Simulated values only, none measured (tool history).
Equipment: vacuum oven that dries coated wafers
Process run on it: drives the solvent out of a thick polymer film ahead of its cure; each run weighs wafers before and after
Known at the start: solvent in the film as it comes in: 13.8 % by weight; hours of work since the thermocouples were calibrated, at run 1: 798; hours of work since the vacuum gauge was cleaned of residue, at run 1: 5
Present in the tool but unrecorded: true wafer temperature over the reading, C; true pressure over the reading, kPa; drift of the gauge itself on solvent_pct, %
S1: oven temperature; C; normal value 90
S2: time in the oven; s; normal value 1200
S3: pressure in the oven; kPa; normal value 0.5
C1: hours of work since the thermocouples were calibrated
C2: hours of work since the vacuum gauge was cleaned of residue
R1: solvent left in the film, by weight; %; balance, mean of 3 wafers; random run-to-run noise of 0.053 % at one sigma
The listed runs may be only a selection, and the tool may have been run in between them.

{"run": 1, "hour": 0.0, "S1": 90, "S2": 1200, "S3": 0.5, "C1": 798, "C2": 5, "R1": 1.71}
{"run": 2, "hour": 16.8, "S1": 90, "S2": 1200, "S3": 0.5, "C1": 809, "C2": 16, "R1": 1.64}
{"run": 3, "hour": 40.2, "S1": 90, "S2": 1200, "S3": 0.5, "C1": 826, "C2": 33, "R1": 1.68}
{"run": 4, "hour": 50.5, "S1": 90, "S2": 1200, "S3": 0.5, "C1": 833, "C2": 40, "R1": 1.62}
{"run": 5, "hour": 70.2, "S1": 90, "S2": 1200, "S3": 0.5, "C1": 847, "C2": 54, "R1": 1.65}
{"run": 6, "hour": 85.5, "S1": 90, "S2": 780, "S3": 0.5, "C1": 858, "C2": 65, "R1": 3.03}
{"run": 7, "hour": 101.0, "S1": 90, "S2": 780, "S3": 0.5, "C1": 868, "C2": 75, "R1": 2.88}
{"run": 8, "hour": 118.3, "S1": 90, "S2": 780, "S3": 0.5, "C1": 881, "C2": 88, "R1": 2.79}
{"run": 9, "hour": 141.7, "S1": 90, "S2": 1200, "S3": 0.553, "C1": 897, "C2": 104, "R1": 1.72}
{"run": 10, "hour": 155.7, "S1": 90, "S2": 1200, "S3": 0.553, "C1": 907, "C2": 114, "R1": 1.74}
{"run": 11, "hour": 172.4, "S1": 83, "S2": 720, "S3": 0.262, "C1": 919, "C2": 125, "R1": 4.65}
{"run": 12, "hour": 183.2, "S1": 83, "S2": 720, "S3": 0.262, "C1": 926, "C2": 133, "R1": 4.72}
{"run": 13, "hour": 196.5, "S1": 90, "S2": 660, "S3": 0.45, "C1": 935, "C2": 142, "R1": 3.33}
{"run": 14, "hour": 208.4, "S1": 101, "S2": 1200, "S3": 0.5, "C1": 944, "C2": 151, "R1": 0.64}
{"run": 15, "hour": 226.8, "S1": 101, "S2": 1200, "S3": 0.5, "C1": 957, "C2": 164, "R1": 0.58}
{"run": 16, "hour": 241.1, "S1": 101, "S2": 1200, "S3": 0.5, "C1": 967, "C2": 174, "R1": 0.62}
{"run": 17, "hour": 264.1, "S1": 95, "S2": 1500, "S3": 1.192, "C1": 983, "C2": 190, "R1": 1.56}
{"run": 18, "hour": 280.7, "S1": 95, "S2": 720, "S3": 0.858, "C1": 994, "C2": 201, "R1": 2.48}
{"hour": 294.8, "done": "oven's thermocouples calibrated"}
{"run": 19, "hour": 306.2, "S1": 90, "S2": 2100, "S3": 0.5, "C1": 8, "C2": 218, "R1": 0.91}
{"run": 20, "hour": 325.3, "S1": 90, "S2": 2100, "S3": 0.5, "C1": 21, "C2": 231, "R1": 0.9}

4 options for the next run, each taken on its own from the tool as it stands now. Forecast them:
{"run": "A", "hour": 338.1, "S1": 90, "S2": 1200, "S3": 0.493, "C1": 30, "C2": 240, "R1": "?"}
{"run": "B", "hour": 338.1, "S1": 105, "S2": 1440, "S3": 1.038, "C1": 30, "C2": 240, "R1": "?"}
{"run": "C", "hour": 338.1, "S1": 90, "S2": 1560, "S3": 0.5, "C1": 30, "C2": 240, "R1": "?"}
{"run": "D", "hour": 338.1, "S1": 90, "S2": 2100, "S3": 0.903, "C1": 30, "C2": 240, "R1": "?"}

run=A R1=1.67
run=B R1=1
run=C R1=1.2
run=D R1=1.58
With no hidden state in the tool, these same runs would have given:
run=A R1=1.62
run=B R1=0.95
run=C R1=1.13
run=D R1=1.51
